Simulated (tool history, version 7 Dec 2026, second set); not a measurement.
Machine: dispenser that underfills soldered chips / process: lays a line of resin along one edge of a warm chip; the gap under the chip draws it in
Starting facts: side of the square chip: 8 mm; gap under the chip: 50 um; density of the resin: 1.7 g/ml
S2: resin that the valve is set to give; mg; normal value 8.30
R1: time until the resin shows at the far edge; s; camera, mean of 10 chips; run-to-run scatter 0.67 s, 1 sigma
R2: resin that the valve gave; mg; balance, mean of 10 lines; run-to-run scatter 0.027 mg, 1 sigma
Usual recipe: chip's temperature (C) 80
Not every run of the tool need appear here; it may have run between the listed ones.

{"run": 1, "hour": 0.0, "chip's temperature (C)": 80, "S2": 8.3, "R1": 83.4, "R2": 8.12}
{"run": 2, "hour": 14.1, "chip's temperature (C)": 80, "S2": 8.3, "R1": 89.5, "R2": 8.08}
{"run": 3, "hour": 21.8, "chip's temperature (C)": 80, "S2": 8.3, "R1": 63.2, "R2": 8.08}
{"run": 4, "hour": 32.4, "chip's temperature (C)": 72, "S2": 8.3, "R1": 77.7, "R2": 8.05}
{"run": 5, "hour": 40.6, "chip's temperature (C)": 72, "S2": 8.3, "R1": 132.4, "R2": 8.01}
{"run": 6, "hour": 50.3, "chip's temperature (C)": 83, "S2": 8.3, "R1": 73.7, "R2": 8.03}
{"run": 7, "hour": 68.2, "chip's temperature (C)": 94, "S2": 8.3, "R1": 62.6, "R2": 7.96}
{"run": 8, "hour": 83.8, "chip's temperature (C)": 84, "S2": 8.3, "R1": 98.9, "R2": 8.28}
{"run": 9, "hour": 92.5, "chip's temperature (C)": 84, "S2": 8.3, "R1": 77.9, "R2": 8.28}
{"run": 10, "hour": 109.7, "chip's temperature (C)": 84, "S2": 8.3, "R1": 101.9, "R2": 8.26}
{"run": 11, "hour": 120.6, "chip's temperature (C)": 80, "S2": 8.3, "R1": 102.0, "R2": 8.2}
{"run": 12, "hour": 135.6, "chip's temperature (C)": 80, "S2": 8.3, "R1": 120.9, "R2": 8.19}
{"run": 13, "hour": 152.9, "chip's temperature (C)": 80, "S2": 8.3, "R1": 70.9, "R2": 8.14}
{"run": 14, "hour": 167.5, "chip's temperature (C)": 80, "S2": 8.3, "R1": 78.7, "R2": 8.19}
{"run": 15, "hour": 185.0, "chip's temperature (C)": 80, "S2": 8.3, "R1": 109.0, "R2": 8.12}
{"run": 16, "hour": 201.4, "chip's temperature (C)": 80, "S2": 8.3, "R1": 61.5, "R2": 8.07}
{"run": 17, "hour": 209.0, "chip's temperature (C)": 72, "S2": 8.3, "R1": 138.3, "R2": 8.08}
{"run": 18, "hour": 219.2, "chip's temperature (C)": 80, "S2": 9.49, "R1": 80.8, "R2": 9.19}
{"run": 19, "hour": 236.4, "chip's temperature (C)": 78, "S2": 7.47, "R1": 118.6, "R2": 7.2}
{"run": 20, "hour": 251.0, "chip's temperature (C)": 71, "S2": 9.44, "R1": 167.1, "R2": 9.42}
{"run": 21, "hour": 260.8, "chip's temperature (C)": 71, "S2": 9.44, "R1": 134.4, "R2": 9.43}
{"run": 22, "hour": 271.6, "chip's temperature (C)": 71, "S2": 9.44, "R1": 117.5, "R2": 9.4}
{"run": 23, "hour": 285.1, "chip's temperature (C)": 71, "S2": 9.44, "R1": 119.0, "R2": 9.35}
{"run": 24, "hour": 302.5, "chip's temperature (C)": 90, "S2": 10.34, "R1": 73.2, "R2": 10.21}
{"run": 25, "hour": 311.3, "chip's temperature (C)": 78, "S2": 9.14, "R1": 92.1, "R2": 9.05}
{"run": 26, "hour": 328.8, "chip's temperature (C)": 76, "S2": 8.22, "R1": 136.3, "R2": 8.09}
{"run": 27, "hour": 346.8, "chip's temperature (C)": 76, "S2": 8.22, "R1": 82.4, "R2": 8.0}
{"run": 28, "hour": 357.2, "chip's temperature (C)": 76, "S2": 8.22, "R1": 71.0, "R2": 7.97}
{"run": 29, "hour": 374.5, "chip's temperature (C)": 80, "S2": 9.13, "R1": 79.4, "R2": 8.89}
{"run": 30, "hour": 382.3, "chip's temperature (C)": 80, "S2": 9.13, "R1": 59.6, "R2": 8.84}
{"run": 31, "hour": 399.3, "chip's temperature (C)": 68, "S2": 8.08, "R1": 127.3, "R2": 7.79}
{"run": 32, "hour": 414.6, "chip's temperature (C)": 68, "S2": 8.08, "R1": 135.8, "R2": 8.04}
{"run": 33, "hour": 424.1, "chip's temperature (C)": 68, "S2": 8.08, "R1": 112.6, "R2": 8.09}
{"run": 34, "hour": 432.5, "chip's temperature (C)": 95, "S2": 9.0, "R1": 65.1, "R2": 8.93}

Put back what was entered between runs (37 entries, withheld): which listed runs does each sit between, and how does the hidden state differ from the listed run before to the listed run after?
From run 1 to run 2: new syringe of resin (hour 7.0)
  resin's viscosity, % of fresh resin's: 151.1 -> 158.3; dose that the valve gives, % of what is set: 97.69 -> 97.39; true chip temperature over the reading, C: 1.54 -> 1.58
  what was measured, less what the result would be without the hidden state, R1: +25.0 -> +29.3 s; R2: -0.20 -> -0.22 mg
From run 2 to run 3: new syringe of resin (hour 20.2)
  resin's viscosity, % of fresh resin's: 158.3 -> 110.9; dose that the valve gives, % of what is set: 97.39 -> 97.23; true chip temperature over the reading, C: 1.58 -> 1.59
  what was measured, less what the result would be without the hidden state, R1: +29.3 -> +2.8 s; R2: -0.22 -> -0.23 mg
From run 3 to run 4: new syringe of resin (hour 32.4)
  resin's viscosity, % of fresh resin's: 110.9 -> 99.8; dose that the valve gives, % of what is set: 97.23 -> 97.02; true chip temperature over the reading, C: 1.59 -> 1.62
  what was measured, less what the result would be without the hidden state, R1: +2.8 -> -5.3 s; R2: -0.23 -> -0.25 mg
From run 5 to run 6: new syringe of resin (hour 44.8)
  resin's viscosity, % of fresh resin's: 170.6 -> 144.8; dose that the valve gives, % of what is set: 96.84 -> 96.66; true chip temperature over the reading, C: 1.64 -> 1.66
  what was measured, less what the result would be without the hidden state, R1: +49.7 -> +19.4 s; R2: -0.26 -> -0.28 mg
From run 6 to run 7: new syringe of resin (hour 58.6)
  resin's viscosity, % of fresh resin's: 144.8 -> 188.7; dose that the valve gives, % of what is set: 96.66 -> 96.27; true chip temperature over the reading, C: 1.66 -> 1.7
  what was measured, less what the result would be without the hidden state, R1: +19.4 -> +27.5 s; R2: -0.28 -> -0.31 mg
From run 7 to run 8: new syringe of resin (hour 71.3); dispensing valve cleaned and set on the balance (hour 78.2)
  resin's viscosity, % of fresh resin's: 188.7 -> 210.3; dose that the valve gives, % of what is set: 96.27 -> 99.73; true chip temperature over the reading, C: 1.7 -> 1.74
  what was measured, less what the result would be without the hidden state, R1: +27.5 -> +48.7 s; R2: -0.31 -> -0.02 mg
From run 8 to run 9: new syringe of resin (hour 84.8)
  resin's viscosity, % of fresh resin's: 210.3 -> 165.6; dose that the valve gives, % of what is set: 99.73 -> 99.55; true chip temperature over the reading, C: 1.74 -> 1.76
  what was measured, less what the result would be without the hidden state, R1: +48.7 -> +27.6 s; R2: -0.02 -> -0.03 mg
From run 9 to run 10: new syringe of resin (hour 98.1)
  resin's viscosity, % of fresh resin's: 165.6 -> 213.5; dose that the valve gives, % of what is set: 99.55 -> 99.19; true chip temperature over the reading, C: 1.76 -> 1.8
  what was measured, less what the result would be without the hidden state, R1: +27.6 -> +50.6 s; R2: -0.03 -> -0.07 mg
From run 10 to run 11: new syringe of resin (hour 111.6)
  resin's viscosity, % of fresh resin's: 213.5 -> 182; dose that the valve gives, % of what is set: 99.19 -> 98.96; true chip temperature over the reading, C: 1.8 -> 1.83
  what was measured, less what the result would be without the hidden state, R1: +50.6 -> +41.9 s; R2: -0.07 -> -0.08 mg
From run 11 to run 12: new syringe of resin (hour 124.2)
  resin's viscosity, % of fresh resin's: 182 -> 214.1; dose that the valve gives, % of what is set: 98.96 -> 98.59; true chip temperature over the reading, C: 1.83 -> 1.86
  what was measured, less what the result would be without the hidden state, R1: +41.9 -> +60.2 s; R2: -0.08 -> -0.12 mg
From run 12 to run 13: new syringe of resin (hour 137.1); new syringe of resin (hour 149.3)
  resin's viscosity, % of fresh resin's: 214.1 -> 126.7; dose that the valve gives, % of what is set: 98.59 -> 98.23; true chip temperature over the reading, C: 1.86 -> 1.91
  what was measured, less what the result would be without the hidden state, R1: +60.2 -> +10.6 s; R2: -0.12 -> -0.15 mg
From run 13 to run 14: new syringe of resin (hour 162.2)
  resin's viscosity, % of fresh resin's: 126.7 -> 144.4; dose that the valve gives, % of what is set: 98.23 -> 97.94; true chip temperature over the reading, C: 1.91 -> 1.94
  what was measured, less what the result would be without the hidden state, R1: +10.6 -> +19.9 s; R2: -0.15 -> -0.17 mg
From run 14 to run 15: new syringe of resin (hour 175.0)
  resin's viscosity, % of fresh resin's: 144.4 -> 195.7; dose that the valve gives, % of what is set: 97.94 -> 97.56; true chip temperature over the reading, C: 1.94 -> 1.99
  what was measured, less what the result would be without the hidden state, R1: +19.9 -> +48.9 s; R2: -0.17 -> -0.20 mg
From run 15 to run 16: new syringe of resin (hour 187.5); new syringe of resin (hour 199.9)
  resin's viscosity, % of fresh resin's: 195.7 -> 110.2; dose that the valve gives, % of what is set: 97.56 -> 97.21; true chip temperature over the reading, C: 1.99 -> 2.02
  what was measured, less what the result would be without the hidden state, R1: +48.9 -> +1.3 s; R2: -0.20 -> -0.24 mg
From run 17 to run 18: new syringe of resin (hour 213.2)
  resin's viscosity, % of fresh resin's: 181.4 -> 147.7; dose that the valve gives, % of what is set: 97.02 -> 96.79; true chip temperature over the reading, C: 2.04 -> 2.07
  what was measured, less what the result would be without the hidden state, R1: +55.7 -> +21.7 s; R2: -0.25 -> -0.30 mg
From run 18 to run 19: new syringe of resin (hour 226.0)
  resin's viscosity, % of fresh resin's: 147.7 -> 194.9; dose that the valve gives, % of what is set: 96.79 -> 96.41; true chip temperature over the reading, C: 2.07 -> 2.11
  what was measured, less what the result would be without the hidden state, R1: +21.7 -> +53.1 s; R2: -0.30 -> -0.27 mg
From run 19 to run 20: new syringe of resin (hour 238.8); dispensing valve cleaned and set on the balance (hour 245.9)
  resin's viscosity, % of fresh resin's: 194.9 -> 211.7; dose that the valve gives, % of what is set: 96.41 -> 99.9; true chip temperature over the reading, C: 2.11 -> 2.14
  what was measured, less what the result would be without the hidden state, R1: +53.1 -> +80.8 s; R2: -0.27 -> -0.01 mg
From run 20 to run 21: new syringe of resin (hour 252.5)
  resin's viscosity, % of fresh resin's: 211.7 -> 173.6; dose that the valve gives, % of what is set: 99.9 -> 99.68; true chip temperature over the reading, C: 2.14 -> 2.17
  what was measured, less what the result would be without the hidden state, R1: +80.8 -> +49.8 s; R2: -0.01 -> -0.03 mg
From run 21 to run 22: new syringe of resin (hour 265.4)
  resin's viscosity, % of fresh resin's: 173.6 -> 152; dose that the valve gives, % of what is set: 99.68 -> 99.44; true chip temperature over the reading, C: 2.17 -> 2.19
  what was measured, less what the result would be without the hidden state, R1: +49.8 -> +32.9 s; R2: -0.03 -> -0.05 mg
From run 22 to run 23: new syringe of resin (hour 279.0); stage's temperature calibrated (hour 280.0)
  resin's viscosity, % of fresh resin's: 152 -> 140.6; dose that the valve gives, % of what is set: 99.44 -> 99.18; true chip temperature over the reading, C: 2.19 -> -0.12
  what was measured, less what the result would be without the hidden state, R1: +32.9 -> +34.9 s; R2: -0.05 -> -0.08 mg
From run 23 to run 24: new syringe of resin (hour 293.0)
  resin's viscosity, % of fresh resin's: 140.6 -> 185.5; dose that the valve gives, % of what is set: 99.18 -> 98.75; true chip temperature over the reading, C: -0.12 -> -0.08
  what was measured, less what the result would be without the hidden state, R1: +34.9 -> +34.1 s; R2: -0.08 -> -0.13 mg
From run 24 to run 25: new syringe of resin (hour 306.3)
  resin's viscosity, % of fresh resin's: 185.5 -> 140.8; dose that the valve gives, % of what is set: 98.75 -> 98.56; true chip temperature over the reading, C: -0.08 -> -0.06
  what was measured, less what the result would be without the hidden state, R1: +34.1 -> +26.9 s; R2: -0.13 -> -0.13 mg
From run 25 to run 26: new syringe of resin (hour 319.0)
  resin's viscosity, % of fresh resin's: 140.8 -> 192.1; dose that the valve gives, % of what is set: 98.56 -> 98.17; true chip temperature over the reading, C: -0.06 -> -0.02
  what was measured, less what the result would be without the hidden state, R1: +26.9 -> +65.3 s; R2: -0.13 -> -0.15 mg
From run 26 to run 27: new syringe of resin (hour 331.6); new syringe of resin (hour 344.5)
  resin's viscosity, % of fresh resin's: 192.1 -> 119.6; dose that the valve gives, % of what is set: 98.17 -> 97.79; true chip temperature over the reading, C: -0.02 -> 0.02
  what was measured, less what the result would be without the hidden state, R1: +65.3 -> +13.7 s; R2: -0.15 -> -0.18 mg
From run 27 to run 28: new syringe of resin (hour 357.2)
  resin's viscosity, % of fresh resin's: 119.6 -> 99.4; dose that the valve gives, % of what is set: 97.79 -> 97.56; true chip temperature over the reading, C: 0.02 -> 0.04
  what was measured, less what the result would be without the hidden state, R1: +13.7 -> -0.2 s; R2: -0.18 -> -0.20 mg
From run 28 to run 29: new syringe of resin (hour 369.8)
  resin's viscosity, % of fresh resin's: 99.4 -> 137.4; dose that the valve gives, % of what is set: 97.56 -> 97.18; true chip temperature over the reading, C: 0.04 -> 0.08
  what was measured, less what the result would be without the hidden state, R1: -0.2 -> +21.8 s; R2: -0.20 -> -0.25 mg
From run 29 to run 30: new syringe of resin (hour 382.3)
  resin's viscosity, % of fresh resin's: 137.4 -> 100.5; dose that the valve gives, % of what is set: 97.18 -> 96.99; true chip temperature over the reading, C: 0.08 -> 0.1
  what was measured, less what the result would be without the hidden state, R1: +21.8 -> +0.2 s; R2: -0.25 -> -0.28 mg
From run 30 to run 31: new syringe of resin (hour 395.1)
  resin's viscosity, % of fresh resin's: 100.5 -> 129.9; dose that the valve gives, % of what is set: 96.99 -> 96.64; true chip temperature over the reading, C: 0.1 -> 0.14
  what was measured, less what the result would be without the hidden state, R1: +0.2 -> +29.2 s; R2: -0.28 -> -0.27 mg
From run 31 to run 32: new syringe of resin (hour 408.4); dispensing valve cleaned and set on the balance (hour 413.8)
  resin's viscosity, % of fresh resin's: 129.9 -> 141.1; dose that the valve gives, % of what is set: 96.64 -> 99.96; true chip temperature over the reading, C: 0.14 -> 0.17
  what was measured, less what the result would be without the hidden state, R1: +29.2 -> +38.9 s; R2: -0.27 -> -0.01 mg
From run 32 to run 33: new syringe of resin (hour 422.5)
  resin's viscosity, % of fresh resin's: 141.1 -> 112.1; dose that the valve gives, % of what is set: 99.96 -> 99.77; true chip temperature over the reading, C: 0.17 -> 0.2
  what was measured, less what the result would be without the hidden state, R1: +38.9 -> +11.4 s; R2: -0.01 -> -0.02 mg
